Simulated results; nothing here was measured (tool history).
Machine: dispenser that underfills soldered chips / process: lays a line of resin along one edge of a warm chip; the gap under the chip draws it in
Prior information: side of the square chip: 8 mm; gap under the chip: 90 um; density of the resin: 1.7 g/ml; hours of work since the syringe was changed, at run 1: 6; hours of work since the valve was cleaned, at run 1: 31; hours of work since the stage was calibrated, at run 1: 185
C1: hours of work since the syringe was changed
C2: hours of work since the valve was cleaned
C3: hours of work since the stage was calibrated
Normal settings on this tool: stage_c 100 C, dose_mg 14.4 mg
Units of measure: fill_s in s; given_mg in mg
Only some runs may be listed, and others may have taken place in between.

{"run": 1, "hour": 0.0, "stage_c": 100, "dose_mg": 14.4, "C1": 6, "C2": 31, "C3": 185, "fill_s": 71.1, "given_mg": 14.01}
{"run": 2, "hour": 4.3, "stage_c": 100, "dose_mg": 14.4, "C1": 9, "C2": 34, "C3": 188, "fill_s": 79.4, "given_mg": 13.95}
{"hour": 6.4, "done": "new syringe of resin"}
{"run": 3, "hour": 11.5, "stage_c": 100, "dose_mg": 14.4, "C1": 4, "C2": 39, "C3": 193, "fill_s": 67.2, "given_mg": 13.94}
{"hour": 20.3, "done": "new syringe of resin"}
{"run": 4, "hour": 20.3, "stage_c": 100, "dose_mg": 14.4, "C1": 0, "C2": 45, "C3": 199, "fill_s": 59.0, "given_mg": 13.75}
{"hour": 21.8, "done": "dispensing valve cleaned and set on the balance"}
{"run": 5, "hour": 29.2, "stage_c": 100, "dose_mg": 14.4, "C1": 6, "C2": 5, "C3": 205, "fill_s": 70.7, "given_mg": 14.18}
{"run": 6, "hour": 32.9, "stage_c": 100, "dose_mg": 13.7, "C1": 9, "C2": 8, "C3": 208, "fill_s": 78.0, "given_mg": 13.45}
{"hour": 35.4, "done": "new syringe of resin"}
{"run": 7, "hour": 41.8, "stage_c": 100, "dose_mg": 13.7, "C1": 5, "C2": 14, "C3": 214, "fill_s": 70.3, "given_mg": 13.3}
{"run": 8, "hour": 46.4, "stage_c": 100, "dose_mg": 14.4, "C1": 8, "C2": 18, "C3": 217, "fill_s": 77.0, "given_mg": 14.09}
{"hour": 49.6, "done": "new syringe of resin"}
{"run": 9, "hour": 50.6, "stage_c": 100, "dose_mg": 14.4, "C1": 1, "C2": 21, "C3": 220, "fill_s": 60.0, "given_mg": 14.07}
{"run": 10, "hour": 58.5, "stage_c": 100, "dose_mg": 16.1, "C1": 7, "C2": 27, "C3": 226, "fill_s": 72.1, "given_mg": 15.71}
{"hour": 63.9, "done": "new syringe of resin"}
{"run": 11, "hour": 64.5, "stage_c": 100, "dose_mg": 16.1, "C1": 0, "C2": 31, "C3": 230, "fill_s": 59.4, "given_mg": 15.49}
{"run": 12, "hour": 70.4, "stage_c": 87, "dose_mg": 14.4, "C1": 5, "C2": 35, "C3": 235, "fill_s": 108.9, "given_mg": 13.83}
{"run": 13, "hour": 77.3, "stage_c": 100, "dose_mg": 14.4, "C1": 10, "C2": 40, "C3": 240, "fill_s": 83.4, "given_mg": 13.72}
{"hour": 78.0, "done": "new syringe of resin"}
{"hour": 86.3, "done": "dispensing valve cleaned and set on the balance"}
{"run": 14, "hour": 87.2, "stage_c": 100, "dose_mg": 14.4, "C1": 6, "C2": 1, "C3": 246, "fill_s": 71.7, "given_mg": 14.38}
{"hour": 93.6, "done": "new syringe of resin"}
{"run": 15, "hour": 94.7, "stage_c": 100, "dose_mg": 14.4, "C1": 1, "C2": 6, "C3": 251, "fill_s": 59.2, "given_mg": 14.35}
{"run": 16, "hour": 100.7, "stage_c": 100, "dose_mg": 14.4, "C1": 5, "C2": 10, "C3": 256, "fill_s": 66.6, "given_mg": 14.31}
{"hour": 107.6, "done": "new syringe of resin"}
{"run": 17, "hour": 109.1, "stage_c": 100, "dose_mg": 14.4, "C1": 1, "C2": 16, "C3": 262, "fill_s": 60.8, "given_mg": 14.15}
{"run": 18, "hour": 115.6, "stage_c": 100, "dose_mg": 18.2, "C1": 6, "C2": 21, "C3": 266, "fill_s": 70.4, "given_mg": 17.81}
{"run": 19, "hour": 119.5, "stage_c": 106, "dose_mg": 16.8, "C1": 9, "C2": 24, "C3": 269, "fill_s": 63.8, "given_mg": 16.56}
{"hour": 121.7, "done": "new syringe of resin"}
{"run": 20, "hour": 123.6, "stage_c": 98, "dose_mg": 15.3, "C1": 1, "C2": 27, "C3": 272, "fill_s": 64.2, "given_mg": 14.84}
{"run": 21, "hour": 127.6, "stage_c": 98, "dose_mg": 15.3, "C1": 4, "C2": 30, "C3": 275, "fill_s": 70.2, "given_mg": 14.9}

Run 22 has not been measured yet. What should we expect?
{"hour": 135.8, "done": "new syringe of resin"}
{"run": 22, "hour": 135.9, "stage_c": 109, "dose_mg": 13.0, "C1": 0, "C2": 36, "C3": 281, "fill_s": "?", "given_mg": "?"}

{"run 22": {"fill_s": 45.5, "given_mg": 12.67}}
Take away the tool's hidden state, keep the run-to-run variation as it was, and the same run would have given fill_s 45.7 s, given_mg 13.05 mg.
